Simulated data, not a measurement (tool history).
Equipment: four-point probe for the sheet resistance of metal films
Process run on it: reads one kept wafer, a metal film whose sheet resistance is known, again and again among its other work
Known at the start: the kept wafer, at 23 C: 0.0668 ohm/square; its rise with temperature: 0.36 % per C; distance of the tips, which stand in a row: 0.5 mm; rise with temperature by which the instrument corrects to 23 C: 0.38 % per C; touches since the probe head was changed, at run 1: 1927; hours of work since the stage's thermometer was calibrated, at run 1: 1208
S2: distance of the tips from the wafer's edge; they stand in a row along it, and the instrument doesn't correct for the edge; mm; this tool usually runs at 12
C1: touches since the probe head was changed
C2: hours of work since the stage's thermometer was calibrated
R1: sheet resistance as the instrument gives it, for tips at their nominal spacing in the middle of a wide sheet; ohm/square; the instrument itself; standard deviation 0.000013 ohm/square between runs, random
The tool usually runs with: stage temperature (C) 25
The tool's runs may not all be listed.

{"run": 1, "hour": 0.0, "stage temperature (C)": 25, "S2": 12, "C1": 1927, "C2": 1208, "R1": 0.066767}
{"run": 2, "hour": 20.4, "stage temperature (C)": 25, "S2": 12, "C1": 2448, "C2": 1223, "R1": 0.066775}
{"run": 3, "hour": 30.2, "stage temperature (C)": 25, "S2": 12, "C1": 2698, "C2": 1230, "R1": 0.066752}
{"run": 4, "hour": 53.6, "stage temperature (C)": 25, "S2": 12, "C1": 3293, "C2": 1247, "R1": 0.066762}
{"run": 5, "hour": 76.8, "stage temperature (C)": 25, "S2": 12, "C1": 3885, "C2": 1264, "R1": 0.066762}
{"run": 6, "hour": 89.9, "stage temperature (C)": 22, "S2": 12, "C1": 4216, "C2": 1274, "R1": 0.066787}
{"run": 7, "hour": 103.2, "stage temperature (C)": 25, "S2": 12, "C1": 4556, "C2": 1284, "R1": 0.066748}
{"run": 8, "hour": 114.9, "stage temperature (C)": 25, "S2": 5, "C1": 4854, "C2": 1292, "R1": 0.067069}

Run 9 is up next; what results do you expect?
{"run": 9, "hour": 133.0, "stage temperature (C)": 33, "S2": 11, "C1": 5314, "C2": 1306, "R1": "?"}

Logged for run 9: R1 0.066685 ohm/square.
Had the tool carried no hidden state, the very same run would have given R1 0.066769 ohm/square.
